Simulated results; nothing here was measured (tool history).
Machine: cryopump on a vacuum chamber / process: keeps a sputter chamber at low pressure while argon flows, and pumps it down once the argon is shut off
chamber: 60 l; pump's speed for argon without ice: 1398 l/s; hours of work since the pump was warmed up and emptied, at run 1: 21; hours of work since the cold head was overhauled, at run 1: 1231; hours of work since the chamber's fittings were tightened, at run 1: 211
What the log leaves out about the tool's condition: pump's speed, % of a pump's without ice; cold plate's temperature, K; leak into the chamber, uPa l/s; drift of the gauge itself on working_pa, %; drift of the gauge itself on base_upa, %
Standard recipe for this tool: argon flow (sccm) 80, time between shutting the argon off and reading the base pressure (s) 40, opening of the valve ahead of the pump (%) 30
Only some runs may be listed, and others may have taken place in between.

| run | day | argon flow (sccm) | time between shutting the argon off and reading the base pressure (s) | opening of the valve ahead of the pump (%) | hours of work since the pump was warmed up and emptied | hours of work since the cold head was overhauled | hours of work since the chamber's fittings were tightened | pressure while argon flows (Pa) | pressure after the wait (uPa) |
|---|---|---|---|---|---|---|---|---|---|
| 1 | 0.000 | 80 | 40 | 30 | 21 | 1231 | 211 | 0.3265 | 2.20 |
| 2 | 1.550 | 80 | 40 | 30 | 49 | 1259 | 239 | 0.3227 | 2.13 |
| 3 | 5.358 | 80 | 40 | 17 | 119 | 1329 | 309 | 0.5690 | 2.27 |
| 4 | 8.933 | 80 | 40 | 30 | 184 | 1394 | 374 | 0.3264 | 2.26 |
| 5 | 12.212 | 80 | 42 | 30 | 244 | 1454 | 434 | 0.3300 | 2.27 |
| 6 | 15.896 | 53 | 42 | 30 | 311 | 1521 | 502 | 0.2190 | 2.23 |
| 7 | 17.546 | 80 | 40 | 30 | 342 | 1552 | 532 | 0.3282 | 2.30 |
| 8 | 21.192 | 80 | 40 | 30 | 408 | 1618 | 599 | 0.3313 | 2.40 |
| 9 | 23.250 | 80 | 40 | 30 | 446 | 1656 | 636 | 0.3277 | 2.42 |
| 10 | 25.592 | 80 | 40 | 30 | 489 | 1699 | 679 | 0.3334 | 2.39 |
| 11 | 28.983 | 80 | 40 | 30 | 551 | 1761 | 741 | 0.3343 | 2.48 |
| 12 | 31.300 | 80 | 40 | 30 | 593 | 1803 | 783 | 0.3335 | 2.45 |
| 13 | 34.538 | 80 | 40 | 30 | 652 | 1862 | 843 | 0.3371 | 2.48 |
| 14 | 37.033 | 80 | 82 | 20 | 698 | 1908 | 888 | 0.4942 | 1.62 |
| 15 | 40.467 | 80 | 82 | 20 | 761 | 1971 | 951 | 0.4979 | 1.63 |
| 16 | 42.958 | 80 | 28 | 45 | 806 | 2016 | 997 | 0.2288 | 3.48 |
| 17 | 46.429 | 49 | 40 | 27 | 870 | 2080 | 1060 | 0.2293 | 2.67 |
| 18 | 48.975 | 75 | 218 | 30 | 916 | 2126 | 1107 | 0.3191 | 1.21 |
| 19 | 50.958 | 36 | 212 | 22 | 953 | 2163 | 1143 | 0.2065 | 1.23 |
| 20 | 53.238 | 33 | 52 | 21 | 994 | 2204 | 1185 | 0.1991 | 2.28 |
| 21 | 55.667 | 33 | 52 | 21 | 1039 | 2249 | 1229 | 0.1977 | 2.29 |
| 22 | 58.104 | 33 | 52 | 21 | 1083 | 2293 | 1273 | 0.1981 | 2.37 |
| 23 | 60.171 | 54 | 74 | 56 | 1121 | 2331 | 1311 | 0.1324 | 1.95 |

A few steps of pressure while argon flows (Pa) between consecutive runs. Split each: what settings, incoming material and random variation would produce without the hidden state, and what is left over for the hidden state, along with gauge scatter present in only one of the two compared results (measured, and without hidden state):
Run 2 -> 3: opening of the valve ahead of the pump (%) 30 -> 17. pressure while argon flows (Pa) +0.2463: hidden state +0.0011, all else +0.2452.
Run 15 -> 16: time between shutting the argon off and reading the base pressure (s) 82 -> 28, opening of the valve ahead of the pump (%) 20 -> 45. pressure while argon flows (Pa) -0.2691: hidden state +0.0008, all else -0.2699.
Run 17 -> 18: argon flow (sccm) 49 -> 75, time between shutting the argon off and reading the base pressure (s) 40 -> 218, opening of the valve ahead of the pump (%) 27 -> 30. pressure while argon flows (Pa) +0.0898: hidden state +0.0065, all else +0.0833.
Run 18 -> 19: argon flow (sccm) 75 -> 36, time between shutting the argon off and reading the base pressure (s) 218 -> 212, opening of the valve ahead of the pump (%) 30 -> 22. pressure while argon flows (Pa) -0.1126: hidden state -0.0085, all else -0.1041.
